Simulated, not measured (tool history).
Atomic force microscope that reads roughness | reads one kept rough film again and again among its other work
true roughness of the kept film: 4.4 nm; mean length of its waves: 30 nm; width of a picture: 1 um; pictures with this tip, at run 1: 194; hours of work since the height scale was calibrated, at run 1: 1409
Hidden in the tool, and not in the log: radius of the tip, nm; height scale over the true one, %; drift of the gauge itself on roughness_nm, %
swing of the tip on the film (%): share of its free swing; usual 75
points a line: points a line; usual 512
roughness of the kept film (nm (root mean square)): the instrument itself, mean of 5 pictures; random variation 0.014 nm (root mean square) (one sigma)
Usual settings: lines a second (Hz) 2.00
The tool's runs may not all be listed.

run,hour,lines a second (Hz),swing of the tip on the film (%),points a line,pictures with this tip,hours of work since the height scale was calibrated,roughness of the kept film (nm (root mean square))
1,0.0,2.00,75,512,194,1409,2.169
# hour 6.1: new tip fitted
2,64.3,2.00,75,512,74,1444,2.870
3,116.7,2.00,75,320,140,1473,2.460
# hour 165.7: new tip fitted
4,196.7,0.89,75,320,39,1516,3.240
5,255.6,2.00,75,501,114,1549,2.585
6,293.1,2.00,75,473,161,1569,2.350
# hour 322.1: new tip fitted
7,344.2,2.00,75,473,28,1597,3.174
8,426.3,2.00,75,512,132,1642,2.505
# hour 478.4: new tip fitted
9,513.6,2.00,75,512,44,1690,3.113
10,557.9,1.17,75,512,100,1714,2.830
11,600.7,1.17,75,512,155,1737,2.552
# hour 637.9: new tip fitted
12,682.0,1.17,75,268,56,1782,3.054
13,734.6,0.99,75,512,123,1811,2.709
# hour 794.0: new tip fitted
14,818.4,2.00,75,512,31,1856,3.207
15,860.7,2.00,75,512,85,1879,2.836
16,918.6,2.00,75,512,158,1911,2.433
# hour 951.2: new tip fitted
17,984.7,2.00,75,512,42,1947,3.037
18,1037.1,2.00,79,512,108,1976,2.584
19,1077.6,2.00,79,512,160,1998,2.289
# hour 1105.8: new tip fitted
20,1119.0,2.00,79,512,17,2021,3.207
21,1194.7,2.00,79,512,112,2062,2.546
22,1238.8,2.00,79,512,168,2086,2.253
# hour 1260.6: new tip fitted
23,1315.3,2.00,75,512,70,2128,2.833
24,1372.5,2.00,75,512,142,2159,2.441
# hour 1418.6: new tip fitted
25,1444.1,2.00,75,512,32,2198,3.217
26,1522.6,2.00,77,512,132,2241,2.555
# hour 1563.9: height scale calibrated on a step standard
# hour 1577.9: new tip fitted
27,1595.6,3.43,77,512,22,17,3.057
28,1680.1,0.73,71,520,129,63,2.645
# hour 1736.9: new tip fitted
29,1766.4,1.39,88,382,38,111,3.010
30,1835.8,0.64,71,512,126,149,2.644
31,1888.4,0.64,71,512,192,177,2.323
# hour 1895.5: new tip fitted
32,1952.5,0.64,71,512,72,212,2.975
33,2036.7,2.00,71,663,179,258,2.298
# hour 2051.1: new tip fitted
34,2082.1,2.00,71,663,39,283,3.072
35,2162.4,2.00,62,512,141,327,2.508
# hour 2208.1: new tip fitted
36,2241.9,2.00,75,394,43,370,3.062
37,2297.3,2.00,75,394,113,401,2.613
38,2359.8,2.24,75,351,193,435,2.242
# hour 2367.3: new tip fitted
39,2442.2,2.00,68,646,94,480,2.732
40,2510.4,2.00,58,646,181,517,2.404
# hour 2527.1: new tip fitted
41,2583.0,2.00,58,646,71,557,2.999
42,2651.3,2.00,58,646,158,594,2.480
# hour 2685.9: new tip fitted
43,2705.9,3.55,80,571,25,624,2.947
44,2785.6,3.55,65,470,126,668,2.507
45,2830.4,3.55,65,470,183,692,2.248
# hour 2843.2: new tip fitted
46,2912.9,0.57,78,444,89,737,2.889
47,2976.6,1.73,75,433,169,772,2.366
# hour 2998.8: new tip fitted
48,3056.8,1.73,75,433,73,816,2.931
49,3134.5,1.20,87,512,172,859,2.337

How the hidden state differs across the entries between the runs, from the last listed run before each to the first after it:
Between runs 1 and 2: new tip fitted (hour 6.1)
  radius of the tip, nm: 46.7 -> 22.7; height scale over the true one, %: 0.63 -> 0.64
  measured less the result without the state, roughness of the kept film (nm (root mean square)): -1.268 -> -0.566
Between runs 3 and 4: new tip fitted (hour 165.7)
  radius of the tip, nm: 34.3 -> 16.3; height scale over the true one, %: 0.66 -> 0.68
  measured less the result without the state, roughness of the kept film (nm (root mean square)): -0.945 -> -0.305
Between runs 6 and 7: new tip fitted (hour 322.1)
  radius of the tip, nm: 38.6 -> 15.8; height scale over the true one, %: 0.71 -> 0.73
  measured less the result without the state, roughness of the kept film (nm (root mean square)): -1.063 -> -0.270
Between runs 8 and 9: new tip fitted (hour 478.4)
  radius of the tip, nm: 33.2 -> 16.7; height scale over the true one, %: 0.75 -> 0.78
  measured less the result without the state, roughness of the kept film (nm (root mean square)): -0.917 -> -0.308
Between runs 11 and 12: new tip fitted (hour 637.9)
  radius of the tip, nm: 34.6 -> 19.4; height scale over the true one, %: 0.8 -> 0.83
  measured less the result without the state, roughness of the kept film (nm (root mean square)): -0.985 -> -0.435
Between runs 13 and 14: new tip fitted (hour 794.0)
  radius of the tip, nm: 30.4 -> 15.1; height scale over the true one, %: 0.84 -> 0.87
  measured less the result without the state, roughness of the kept film (nm (root mean square)): -0.861 -> -0.236
Between runs 16 and 17: new tip fitted (hour 951.2)
  radius of the tip, nm: 36.4 -> 18.1; height scale over the true one, %: 0.89 -> 0.91
  measured less the result without the state, roughness of the kept film (nm (root mean square)): -1.008 -> -0.367
Between runs 19 and 20: new tip fitted (hour 1105.8)
  radius of the tip, nm: 39.4 -> 13.7; height scale over the true one, %: 0.94 -> 0.95
  measured less the result without the state, roughness of the kept film (nm (root mean square)): -1.056 -> -0.157
Between runs 22 and 23: new tip fitted (hour 1260.6)
  radius of the tip, nm: 41.3 -> 23.8; height scale over the true one, %: 0.99 -> 1.01
  measured less the result without the state, roughness of the kept film (nm (root mean square)): -1.107 -> -0.596
Between runs 24 and 25: new tip fitted (hour 1418.6)
  radius of the tip, nm: 36.2 -> 15.3; height scale over the true one, %: 1.03 -> 1.05
  measured less the result without the state, roughness of the kept film (nm (root mean square)): -0.998 -> -0.238
Between runs 26 and 27: height scale calibrated on a step standard (hour 1563.9); new tip fitted (hour 1577.9)
  radius of the tip, nm: 32 -> 13.8; height scale over the true one, %: 1.07 -> -0.09
  measured less the result without the state, roughness of the kept film (nm (root mean square)): -0.872 -> -0.190
Between runs 28 and 29: new tip fitted (hour 1736.9)
  radius of the tip, nm: 32.2 -> 17.4; height scale over the true one, %: -0.06 -> -0.03
  measured less the result without the state, roughness of the kept film (nm (root mean square)): -0.953 -> -0.363
Between runs 31 and 32: new tip fitted (hour 1895.5)
  radius of the tip, nm: 44.2 -> 23; height scale over the true one, %: 0 -> 0.02
  measured less the result without the state, roughness of the kept film (nm (root mean square)): -1.280 -> -0.625
Between runs 33 and 34: new tip fitted (hour 2051.1)
  radius of the tip, nm: 41.8 -> 18; height scale over the true one, %: 0.05 -> 0.06
  measured less the result without the state, roughness of the kept film (nm (root mean square)): -1.187 -> -0.392
Between runs 35 and 36: new tip fitted (hour 2208.1)
  radius of the tip, nm: 36.2 -> 17.3; height scale over the true one, %: 0.08 -> 0.11
  measured less the result without the state, roughness of the kept film (nm (root mean square)): -1.060 -> -0.359
Between runs 38 and 39: new tip fitted (hour 2367.3)
  radius of the tip, nm: 42.5 -> 27.4; height scale over the true one, %: 0.14 -> 0.17
  measured less the result without the state, roughness of the kept film (nm (root mean square)): -1.174 -> -0.765
Between runs 40 and 41: new tip fitted (hour 2527.1)
  radius of the tip, nm: 40.8 -> 22; height scale over the true one, %: 0.19 -> 0.21
  measured less the result without the state, roughness of the kept film (nm (root mean square)): -1.188 -> -0.577
Between runs 42 and 43: new tip fitted (hour 2685.9)
  radius of the tip, nm: 37.7 -> 14.9; height scale over the true one, %: 0.23 -> 0.25
  measured less the result without the state, roughness of the kept film (nm (root mean square)): -1.103 -> -0.225
Between runs 45 and 46: new tip fitted (hour 2843.2)
  radius of the tip, nm: 42.4 -> 25.5; height scale over the true one, %: 0.28 -> 0.31
  measured less the result without the state, roughness of the kept film (nm (root mean square)): -1.170 -> -0.717
Between runs 47 and 48: new tip fitted (hour 2998.8)
  radius of the tip, nm: 38.4 -> 21.7; height scale over the true one, %: 0.33 -> 0.35
  measured less the result without the state, roughness of the kept film (nm (root mean square)): -1.075 -> -0.543
